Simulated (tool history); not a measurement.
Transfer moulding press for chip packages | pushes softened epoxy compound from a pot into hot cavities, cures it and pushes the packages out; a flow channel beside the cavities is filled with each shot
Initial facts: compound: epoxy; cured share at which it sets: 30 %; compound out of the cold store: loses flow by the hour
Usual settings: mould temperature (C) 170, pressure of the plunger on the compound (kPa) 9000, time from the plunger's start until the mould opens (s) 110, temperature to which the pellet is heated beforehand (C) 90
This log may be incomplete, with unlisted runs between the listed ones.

run,hour,mould temperature (C),pressure of the plunger on the compound (kPa),time from the plunger's start until the mould opens (s),temperature to which the pellet is heated beforehand (C),incoming compound's hours out of the cold store,length that the compound runs in the flow channel (mm),greatest force on the pins that push the packages out (N)
1,0,170,9000,110,90,42.8,466,571
# hour 8.2: cavities cleaned with cleaning compound and waxed
2,10.7,170,9000,98,90,19.1,516,478
3,20.8,170,9000,110,90,27.4,496,447
4,34.1,170,9000,110,90,16.5,524,521
5,44.2,170,9000,110,90,19.7,516,574
6,52.3,170,9000,110,90,33.4,480,555
# hour 68: cavities cleaned with cleaning compound and waxed
7,70.6,170,9000,92,90,9,543,595
8,82.7,170,9000,92,90,15.1,524,697
9,94.9,170,9000,92,90,37.7,469,710
10,113,170,9000,92,90,45.9,449,775
11,121.1,170,9000,92,90,19.4,512,902
# hour 127.6: cavities cleaned with cleaning compound and waxed
12,131.8,170,9000,92,90,22.8,507,585
13,142.6,170,9000,92,90,19.6,511,690
14,152.2,170,9000,92,90,10.6,535,761
15,167.3,170,9000,92,90,37.5,472,778
16,178.8,170,9720,110,90,30.5,504,586
# hour 187.2: cavities cleaned with cleaning compound and waxed
17,196.8,165,7300,125,93,15.3,479,430
18,209.7,177,7300,109,94,29.7,429,374
19,218.8,177,7300,109,94,29.3,428,426
20,238,177,7300,109,94,22.9,441,451
# hour 246.8: cavities cleaned with cleaning compound and waxed
21,255.7,163,7880,126,94,23.6,477,506
22,272.7,170,9000,103,90,11.7,528,589
23,287,170,9000,103,90,37.4,463,626
24,302.2,176,10030,105,92,22.9,518,488
# hour 306.3: cavities cleaned with cleaning compound and waxed
25,321.8,176,10030,105,92,41.3,472,388
26,340.7,178,9300,108,99,45.5,439,416
27,350.4,170,7630,110,90,29,444,563
28,359.1,170,9290,110,90,44.7,450,581
# hour 366.7: cavities cleaned with cleaning compound and waxed
29,376.1,167,9640,110,83,36.3,487,497

Results per run with the tool's hidden condition removed, run-to-run variation unchanged:
Unlogged tool condition in this case: true mould temperature over the reading, C; pressure that reaches the compound, % of what is set; grip of the stained cavities, % over clean ones'; drift of the gauge itself on flow_mm, %; drift of the gauge itself on push_out_n, %.
run,length that the compound runs in the flow channel (mm),greatest force on the pins that push the packages out (N)
1,471,357
2,522,462
3,503,365
4,531,374
5,524,384
6,488,355
7,552,585
8,533,573
9,478,515
10,459,501
11,523,568
12,519,559
13,523,566
14,549,567
15,484,523
16,518,369
17,493,386
18,442,271
19,441,288
20,456,274
21,494,447
22,547,434
23,481,418
24,538,294
25,491,304
26,458,273
27,463,367
28,470,364
29,509,443
